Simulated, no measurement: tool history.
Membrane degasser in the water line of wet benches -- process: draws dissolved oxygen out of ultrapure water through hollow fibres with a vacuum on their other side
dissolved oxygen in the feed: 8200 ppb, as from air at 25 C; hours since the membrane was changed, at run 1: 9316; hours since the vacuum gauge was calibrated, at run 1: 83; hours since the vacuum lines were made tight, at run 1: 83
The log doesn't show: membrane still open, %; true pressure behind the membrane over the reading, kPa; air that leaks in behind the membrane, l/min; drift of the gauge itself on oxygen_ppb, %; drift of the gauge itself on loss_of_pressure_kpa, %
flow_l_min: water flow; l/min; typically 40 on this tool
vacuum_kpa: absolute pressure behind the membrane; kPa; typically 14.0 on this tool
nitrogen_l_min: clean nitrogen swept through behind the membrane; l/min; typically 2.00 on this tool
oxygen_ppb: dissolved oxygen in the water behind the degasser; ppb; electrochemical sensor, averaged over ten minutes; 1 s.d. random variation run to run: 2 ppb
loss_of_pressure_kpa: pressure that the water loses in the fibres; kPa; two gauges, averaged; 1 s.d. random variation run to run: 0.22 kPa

| run | hour | flow_l_min | vacuum_kpa | nitrogen_l_min | hours since the membrane was changed | hours since the vacuum gauge was calibrated | hours since the vacuum lines were made tight | oxygen_ppb | loss_of_pressure_kpa |
|---|---|---|---|---|---|---|---|---|---|
| 1 | 0.0 | 40 | 14.0 | 2.00 | 9316 | 83 | 83 | 459.5 | 60.44 |
| 2 | 179.6 | 31 | 14.0 | 2.00 | 9496 | 263 | 263 | 369.0 | 46.86 |
| 3 | 387.8 | 40 | 14.0 | 2.00 | 9704 | 471 | 471 | 460.0 | 60.92 |
| 4 | 532.0 | 32 | 14.0 | 2.00 | 9848 | 615 | 615 | 377.2 | 48.52 |
| 5 | 669.2 | 40 | 14.0 | 2.00 | 9986 | 753 | 753 | 455.4 | 61.12 |
| 6 | 795.7 | 60 | 14.0 | 2.00 | 10112 | 879 | 879 | 660.9 | 91.07 |
| 7 | 993.3 | 40 | 14.0 | 2.00 | 10310 | 1077 | 1077 | 462.1 | 61.12 |
| 8 | 1148.3 | 40 | 14.0 | 2.00 | 10465 | 1232 | 1232 | 463.0 | 61.78 |
| 9 | 1265.5 | 40 | 14.0 | 2.00 | 10582 | 1349 | 1349 | 463.9 | 60.59 |
| 10 | 1494.1 | 40 | 14.0 | 2.00 | 10810 | 1577 | 1577 | 464.3 | 60.89 |
|  | 1504.6 | vacuum gauge calibrated |
| 11 | 1660.2 | 39 | 30.3 | 2.00 | 10976 | 156 | 1743 | 1045.1 | 59.34 |
| 12 | 1783.2 | 40 | 30.3 | 2.00 | 11099 | 279 | 1866 | 1080.4 | 61.15 |
|  | 1925.8 | vacuum gauge calibrated, once more |
| 13 | 2018.6 | 40 | 30.3 | 2.00 | 11334 | 93 | 2101 | 1071.8 | 61.71 |
| 14 | 2252.4 | 40 | 30.3 | 2.00 | 11568 | 327 | 2335 | 1080.0 | 61.15 |
| 15 | 2375.7 | 40 | 30.3 | 2.00 | 11691 | 450 | 2458 | 1074.9 | 62.23 |
| 16 | 2478.0 | 40 | 30.3 | 2.00 | 11793 | 552 | 2560 | 1071.1 | 61.73 |
| 17 | 2627.7 | 40 | 30.3 | 2.00 | 11943 | 702 | 2710 | 1081.0 | 61.91 |
| 18 | 2772.4 | 40 | 30.3 | 2.00 | 12088 | 847 | 2855 | 1076.0 | 62.01 |

Alternative continuations, all from the tool just after run 18; predict every row:
| A | 2874.9 | 40 | 13.3 | 2.00 | 12190 | 949 | 2957 | ? | ? |
| B | 2874.9 | 28 | 14.0 | 2.00 | 12190 | 949 | 2957 | ? | ? |
| C | 2874.9 | 39 | 19.2 | 2.00 | 12190 | 949 | 2957 | ? | ? |
| D | 2874.9 | 27 | 22.2 | 2.00 | 12190 | 949 | 2957 | ? | ? |
| E | 2874.9 | 40 | 15.4 | 1.47 | 12190 | 949 | 2957 | ? | ? |

| run | oxygen_ppb | loss_of_pressure_kpa |
|---|---|---|
| A | 435.0 | 61.67 |
| B | 341.8 | 43.47 |
| C | 658.4 | 60.43 |
| D | 564.6 | 41.76 |
| E | 671.8 | 61.89 |
With the hidden condition removed and each run's random variation left untouched, the same runs would have given:
| run | oxygen_ppb | loss_of_pressure_kpa |
|---|---|---|
| A | 429.6 | 54.82 |
| B | 338.1 | 38.64 |
| C | 652.3 | 53.73 |
| D | 558.9 | 37.12 |
| E | 666.0 | 55.03 |
